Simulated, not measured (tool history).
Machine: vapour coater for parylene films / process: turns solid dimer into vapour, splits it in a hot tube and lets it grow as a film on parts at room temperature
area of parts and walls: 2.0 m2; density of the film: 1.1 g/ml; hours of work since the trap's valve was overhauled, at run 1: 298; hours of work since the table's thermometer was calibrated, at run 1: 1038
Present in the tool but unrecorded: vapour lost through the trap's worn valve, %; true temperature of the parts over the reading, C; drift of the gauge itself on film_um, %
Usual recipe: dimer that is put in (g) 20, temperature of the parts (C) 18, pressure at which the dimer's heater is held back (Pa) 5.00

run	hour	dimer that is put in (g)	temperature of the parts (C)	pressure at which the dimer's heater is held back (Pa)	hours of work since the trap's valve was overhauled	hours of work since the table's thermometer was calibrated	thickness of the film (µm)
1	0.0	20	18	5.00	298	1038	4.11
2	58.6	20	18	5.00	342	1082	4.05
3	104.6	20	18	5.00	377	1117	3.99
# hour 123.0: table's thermometer calibrated
4	160.2	20	18	5.00	418	28	4.22
5	204.6	20	18	5.00	452	62	4.14
6	266.7	20	18	5.00	499	109	4.06
7	328.7	23	12	2.70	546	156	6.50
# hour 364.9: trap's valve overhauled
8	397.7	23	12	2.70	25	205	7.45
9	450.4	23	12	2.70	65	245	7.44
10	500.4	15	14	3.28	103	283	4.25
11	543.3	26	14	3.24	135	315	7.47
12	603.6	9	15	5.00	181	361	2.25

What if the next run were any one of these 3? Each begins from the tool's condition after run 12:
A	641.3	12	18	5.00	209	389	?
B	641.3	34	13	4.50	209	389	?
C	641.3	20	21	5.48	209	389	?

run	thickness of the film (µm)
A	2.64
B	9.31
C	3.81
The same runs, with their run-to-run variation unchanged, on a tool lacking any hidden condition would have given:
run	thickness of the film (µm)
A	2.84
B	10.00
C	4.09
